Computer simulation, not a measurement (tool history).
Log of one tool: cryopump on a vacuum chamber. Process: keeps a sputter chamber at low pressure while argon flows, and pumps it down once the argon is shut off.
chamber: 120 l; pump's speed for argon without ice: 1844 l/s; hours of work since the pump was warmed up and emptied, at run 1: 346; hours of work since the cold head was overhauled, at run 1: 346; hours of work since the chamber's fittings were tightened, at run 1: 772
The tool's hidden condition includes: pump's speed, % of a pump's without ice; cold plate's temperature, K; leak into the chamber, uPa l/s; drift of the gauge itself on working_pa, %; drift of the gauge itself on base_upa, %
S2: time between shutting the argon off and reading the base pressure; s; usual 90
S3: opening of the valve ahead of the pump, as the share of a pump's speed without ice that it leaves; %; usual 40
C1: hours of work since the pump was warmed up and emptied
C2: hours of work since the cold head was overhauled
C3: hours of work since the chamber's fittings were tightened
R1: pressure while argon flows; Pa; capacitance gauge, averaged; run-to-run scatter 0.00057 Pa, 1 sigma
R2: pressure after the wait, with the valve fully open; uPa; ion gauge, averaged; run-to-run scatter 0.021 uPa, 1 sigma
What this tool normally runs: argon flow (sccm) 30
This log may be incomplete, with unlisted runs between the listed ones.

{"run": 1, "hour": 0.0, "argon flow (sccm)": 30, "S2": 90, "S3": 40, "C1": 346, "C2": 346, "C3": 772, "R1": 0.0823, "R2": 1.05}
{"hour": 14.4, "done": "pump warmed up, emptied and cooled again"}
{"run": 2, "hour": 25.2, "argon flow (sccm)": 30, "S2": 90, "S3": 40, "C1": 6, "C2": 357, "C3": 783, "R1": 0.0684, "R2": 0.83}
{"run": 3, "hour": 40.9, "argon flow (sccm)": 30, "S2": 90, "S3": 40, "C1": 14, "C2": 366, "C3": 792, "R1": 0.0687, "R2": 0.82}
{"run": 4, "hour": 64.6, "argon flow (sccm)": 30, "S2": 90, "S3": 46, "C1": 27, "C2": 378, "C3": 804, "R1": 0.0619, "R2": 0.83}
{"run": 5, "hour": 94.2, "argon flow (sccm)": 30, "S2": 90, "S3": 30, "C1": 43, "C2": 394, "C3": 820, "R1": 0.0928, "R2": 0.87}
{"run": 6, "hour": 109.0, "argon flow (sccm)": 49, "S2": 90, "S3": 40, "C1": 51, "C2": 402, "C3": 828, "R1": 0.1154, "R2": 0.86}
{"run": 7, "hour": 134.2, "argon flow (sccm)": 30, "S2": 90, "S3": 40, "C1": 64, "C2": 416, "C3": 842, "R1": 0.0702, "R2": 0.86}
{"run": 8, "hour": 158.4, "argon flow (sccm)": 30, "S2": 90, "S3": 40, "C1": 77, "C2": 429, "C3": 855, "R1": 0.0708, "R2": 0.88}
{"run": 9, "hour": 172.6, "argon flow (sccm)": 30, "S2": 90, "S3": 40, "C1": 85, "C2": 437, "C3": 863, "R1": 0.0706, "R2": 0.92}
{"run": 10, "hour": 187.4, "argon flow (sccm)": 30, "S2": 90, "S3": 40, "C1": 93, "C2": 445, "C3": 871, "R1": 0.0713, "R2": 0.91}
{"run": 11, "hour": 212.2, "argon flow (sccm)": 30, "S2": 90, "S3": 40, "C1": 106, "C2": 458, "C3": 884, "R1": 0.0721, "R2": 0.95}
{"run": 12, "hour": 227.9, "argon flow (sccm)": 14, "S2": 90, "S3": 40, "C1": 115, "C2": 466, "C3": 892, "R1": 0.0338, "R2": 0.92}
{"run": 13, "hour": 246.5, "argon flow (sccm)": 14, "S2": 90, "S3": 40, "C1": 125, "C2": 476, "C3": 902, "R1": 0.0338, "R2": 0.92}
{"run": 14, "hour": 270.5, "argon flow (sccm)": 30, "S2": 90, "S3": 40, "C1": 138, "C2": 489, "C3": 915, "R1": 0.0724, "R2": 0.95}
{"run": 15, "hour": 293.9, "argon flow (sccm)": 30, "S2": 249, "S3": 40, "C1": 150, "C2": 502, "C3": 928, "R1": 0.0735, "R2": 0.75}
{"run": 16, "hour": 315.5, "argon flow (sccm)": 30, "S2": 163, "S3": 40, "C1": 162, "C2": 513, "C3": 939, "R1": 0.0739, "R2": 0.83}
{"run": 17, "hour": 340.4, "argon flow (sccm)": 30, "S2": 163, "S3": 40, "C1": 175, "C2": 527, "C3": 953, "R1": 0.0742, "R2": 0.85}
{"run": 18, "hour": 370.1, "argon flow (sccm)": 32, "S2": 41, "S3": 40, "C1": 191, "C2": 543, "C3": 969, "R1": 0.0798, "R2": 1.42}
{"run": 19, "hour": 386.0, "argon flow (sccm)": 29, "S2": 177, "S3": 18, "C1": 200, "C2": 551, "C3": 977, "R1": 0.1533, "R2": 0.87}
{"run": 20, "hour": 414.1, "argon flow (sccm)": 29, "S2": 177, "S3": 34, "C1": 215, "C2": 566, "C3": 992, "R1": 0.0846, "R2": 0.85}
{"run": 21, "hour": 439.0, "argon flow (sccm)": 54, "S2": 193, "S3": 40, "C1": 228, "C2": 580, "C3": 1006, "R1": 0.135, "R2": 0.88}
{"run": 22, "hour": 459.9, "argon flow (sccm)": 23, "S2": 95, "S3": 56, "C1": 240, "C2": 591, "C3": 1017, "R1": 0.0429, "R2": 1.03}
{"run": 23, "hour": 486.0, "argon flow (sccm)": 23, "S2": 95, "S3": 56, "C1": 254, "C2": 605, "C3": 1031, "R1": 0.0436, "R2": 1.1}
{"run": 24, "hour": 507.2, "argon flow (sccm)": 23, "S2": 95, "S3": 56, "C1": 265, "C2": 617, "C3": 1043, "R1": 0.0437, "R2": 1.09}
{"run": 25, "hour": 520.8, "argon flow (sccm)": 28, "S2": 90, "S3": 40, "C1": 272, "C2": 624, "C3": 1050, "R1": 0.0721, "R2": 1.09}
{"run": 26, "hour": 541.2, "argon flow (sccm)": 38, "S2": 88, "S3": 55, "C1": 283, "C2": 635, "C3": 1061, "R1": 0.0758, "R2": 1.11}

What does the tool deliver on the next run?
{"run": 27, "hour": 567.1, "argon flow (sccm)": 38, "S2": 88, "S3": 55, "C1": 297, "C2": 649, "C3": 1075, "R1": "?", "R2": "?"}

{"run 27": {"R1": 0.0762, "R2": 1.21}}
If the tool had no hidden condition, the same run with the same run-to-run variation would have returned R1 0.0635 Pa, R2 0.56 uPa.
